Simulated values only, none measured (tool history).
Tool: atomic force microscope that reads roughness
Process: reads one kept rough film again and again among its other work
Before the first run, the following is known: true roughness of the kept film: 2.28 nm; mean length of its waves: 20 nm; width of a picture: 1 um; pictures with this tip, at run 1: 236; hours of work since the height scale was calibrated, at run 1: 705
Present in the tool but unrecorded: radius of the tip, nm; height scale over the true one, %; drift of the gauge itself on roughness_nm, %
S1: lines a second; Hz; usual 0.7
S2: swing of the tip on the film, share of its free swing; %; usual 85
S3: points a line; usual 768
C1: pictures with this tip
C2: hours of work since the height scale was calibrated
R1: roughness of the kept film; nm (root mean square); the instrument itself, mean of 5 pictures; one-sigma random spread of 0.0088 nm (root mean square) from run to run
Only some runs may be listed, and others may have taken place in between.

| run | hour | S1 | S2 | S3 | C1 | C2 | R1 |
|---|---|---|---|---|---|---|---|
| 1 | 0 | 0.7 | 85 | 768 | 236 | 705 | 1.956 |
|  | 3.9 | new tip fitted |
| 2 | 29.1 | 1.045 | 85 | 768 | 51 | 725 | 1.941 |
| 3 | 51.1 | 1.045 | 85 | 768 | 96 | 741 | 1.928 |
| 4 | 99.8 | 0.7 | 85 | 768 | 195 | 775 | 1.944 |
|  | 123.5 | new tip fitted |
| 5 | 130.8 | 0.7 | 85 | 768 | 15 | 797 | 1.96 |
| 6 | 164.6 | 0.7 | 85 | 768 | 84 | 820 | 1.965 |
| 7 | 213.5 | 0.7 | 85 | 768 | 183 | 855 | 1.968 |
|  | 242.4 | new tip fitted |
| 8 | 246.2 | 0.7 | 80 | 768 | 8 | 878 | 1.986 |
| 9 | 295.8 | 0.7 | 80 | 768 | 109 | 913 | 1.964 |
| 10 | 337 | 0.7 | 85 | 768 | 193 | 942 | 1.958 |
|  | 360.6 | new tip fitted |
| 11 | 367 | 0.7 | 85 | 768 | 13 | 963 | 1.945 |
| 12 | 398.5 | 0.7 | 85 | 768 | 77 | 985 | 1.98 |
| 13 | 434.1 | 0.7 | 85 | 768 | 149 | 1010 | 1.951 |
| 14 | 463.1 | 0.7 | 85 | 768 | 208 | 1031 | 1.951 |
|  | 480 | new tip fitted |
| 15 | 508 | 0.7 | 85 | 768 | 57 | 1062 | 1.951 |
| 16 | 536.6 | 0.7 | 85 | 883 | 116 | 1082 | 1.975 |
| 17 | 585.4 | 0.7 | 85 | 883 | 215 | 1117 | 1.954 |
|  | 596.9 | new tip fitted |
| 18 | 628.6 | 0.7 | 85 | 883 | 65 | 1147 | 1.958 |
| 19 | 664.6 | 0.7 | 73 | 768 | 138 | 1172 | 2.009 |
| 20 | 692.9 | 1.672 | 64 | 263 | 195 | 1192 | 1.908 |
|  | 715.2 | new tip fitted |
| 21 | 725.4 | 1.672 | 64 | 263 | 21 | 1215 | 1.929 |
| 22 | 750.3 | 3.469 | 71 | 617 | 71 | 1232 | 1.872 |
| 23 | 772.5 | 3.469 | 71 | 617 | 116 | 1248 | 1.86 |
| 24 | 800.2 | 2.871 | 71 | 516 | 173 | 1268 | 1.88 |
| 25 | 820.9 | 2.871 | 71 | 516 | 215 | 1282 | 1.881 |
|  | 834.9 | new tip fitted |
| 26 | 868 | 2.871 | 71 | 516 | 68 | 1315 | 1.894 |
| 27 | 906.9 | 2.871 | 71 | 516 | 147 | 1343 | 1.87 |
| 28 | 927.4 | 2.871 | 71 | 516 | 188 | 1357 | 1.886 |
|  | 952 | new tip fitted |
| 29 | 956.6 | 2.871 | 85 | 451 | 9 | 1377 | 1.739 |
| 30 | 989.1 | 2.871 | 75 | 451 | 75 | 1400 | 1.846 |
| 31 | 1016.3 | 3.218 | 70 | 873 | 130 | 1420 | 1.902 |
| 32 | 1040.3 | 1.212 | 83 | 873 | 179 | 1437 | 1.93 |
|  | 1072.5 | new tip fitted |
| 33 | 1083.1 | 1.389 | 77 | 778 | 21 | 1466 | 1.945 |
| 34 | 1107.9 | 1.389 | 63 | 944 | 72 | 1484 | 2.019 |
| 35 | 1134 | 0.69 | 59 | 291 | 125 | 1502 | 1.965 |
| 36 | 1166 | 2.182 | 69 | 768 | 190 | 1525 | 1.931 |
|  | 1189.5 | new tip fitted |
| 37 | 1201.5 | 2.182 | 69 | 768 | 24 | 1550 | 1.937 |
| 38 | 1228.9 | 2.182 | 69 | 814 | 80 | 1569 | 1.923 |

For each entry between runs, how does the tool's hidden state at the last listed run before it compare with that at the first listed run after it?
After run 1, before run 2: new tip fitted (hour 3.9)
  radius of the tip, nm: 5.2 -> 5.1
  measured less the result without the state, R1: -0.01 -> -0.001 nm (root mean square)
After run 4, before run 5: new tip fitted (hour 123.5)
  radius of the tip, nm: 5.2 -> 5
  measured less the result without the state, R1: -0.007 -> -0.001 nm (root mean square)
After run 7, before run 8: new tip fitted (hour 242.4)
  radius of the tip, nm: 5.2 -> 5
  measured less the result without the state, R1: -0.008 -> +0 nm (root mean square)
After run 10, before run 11: new tip fitted (hour 360.6)
  radius of the tip, nm: 5.2 -> 5; height scale over the true one, %: 0.01 -> 0.02
  measured less the result without the state, R1: -0.008 -> +0 nm (root mean square)
After run 14, before run 15: new tip fitted (hour 480)
  radius of the tip, nm: 5.2 -> 5.1
  measured less the result without the state, R1: -0.009 -> -0.002 nm (root mean square)
After run 17, before run 18: new tip fitted (hour 596.9)
  radius of the tip, nm: 5.2 -> 5.1
  measured less the result without the state, R1: -0.008 -> -0.002 nm (root mean square)
After run 20, before run 21: new tip fitted (hour 715.2)
  radius of the tip, nm: 5.2 -> 5
  measured less the result without the state, R1: -0.007 -> -0.001 nm (root mean square)
After run 25, before run 26: new tip fitted (hour 834.9)
  radius of the tip, nm: 5.2 -> 5.1
  measured less the result without the state, R1: -0.008 -> -0.003 nm (root mean square)
After run 28, before run 29: new tip fitted (hour 952)
  radius of the tip, nm: 5.2 -> 5
  measured less the result without the state, R1: -0.007 -> +0 nm (root mean square)
After run 32, before run 33: new tip fitted (hour 1072.5)
  radius of the tip, nm: 5.2 -> 5
  measured less the result without the state, R1: -0.007 -> -0.001 nm (root mean square)
After run 36, before run 37: new tip fitted (hour 1189.5)
  radius of the tip, nm: 5.2 -> 5
  measured less the result without the state, R1: -0.007 -> -0.001 nm (root mean square)

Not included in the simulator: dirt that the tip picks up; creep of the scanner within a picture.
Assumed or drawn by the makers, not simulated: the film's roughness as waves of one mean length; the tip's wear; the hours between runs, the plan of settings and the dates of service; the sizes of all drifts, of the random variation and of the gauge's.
